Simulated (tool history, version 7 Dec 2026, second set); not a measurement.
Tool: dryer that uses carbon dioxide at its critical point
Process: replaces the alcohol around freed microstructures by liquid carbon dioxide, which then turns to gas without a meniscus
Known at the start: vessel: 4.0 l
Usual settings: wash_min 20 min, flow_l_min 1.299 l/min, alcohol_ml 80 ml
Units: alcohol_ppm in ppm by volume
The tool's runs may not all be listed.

| run | hour | wash_min | flow_l_min | alcohol_ml | alcohol_ppm |
|---|---|---|---|---|---|
| 1 | 0.0 | 20 | 1.299 | 80 | 120 |
| 2 | 26.2 | 20 | 1.299 | 21 | 68 |
| 3 | 60.3 | 20 | 1.299 | 21 | 65 |
| 4 | 84.5 | 20 | 1.299 | 21 | 71 |
| 5 | 120.1 | 20 | 1.299 | 21 | 56 |
| 6 | 140.5 | 25 | 1.299 | 80 | 74 |
| 7 | 189.7 | 25 | 1.299 | 80 | 86 |
| 8 | 211.2 | 20 | 1.920 | 53 | 56 |
| 9 | 250.2 | 17 | 1.299 | 42 | 170 |
| 10 | 288.6 | 30 | 2.100 | 36 | 65 |
| 11 | 314.0 | 30 | 2.100 | 43 | 51 |
| 12 | 361.0 | 30 | 2.100 | 83 | 56 |

Forecast run 13:
| 13 | 390.9 | 30 | 2.100 | 83 | ? |

{"run 13": {"alcohol_ppm": 62}}
Without the tool's hidden state the same run would have given alcohol_ppm 4 ppm by volume.

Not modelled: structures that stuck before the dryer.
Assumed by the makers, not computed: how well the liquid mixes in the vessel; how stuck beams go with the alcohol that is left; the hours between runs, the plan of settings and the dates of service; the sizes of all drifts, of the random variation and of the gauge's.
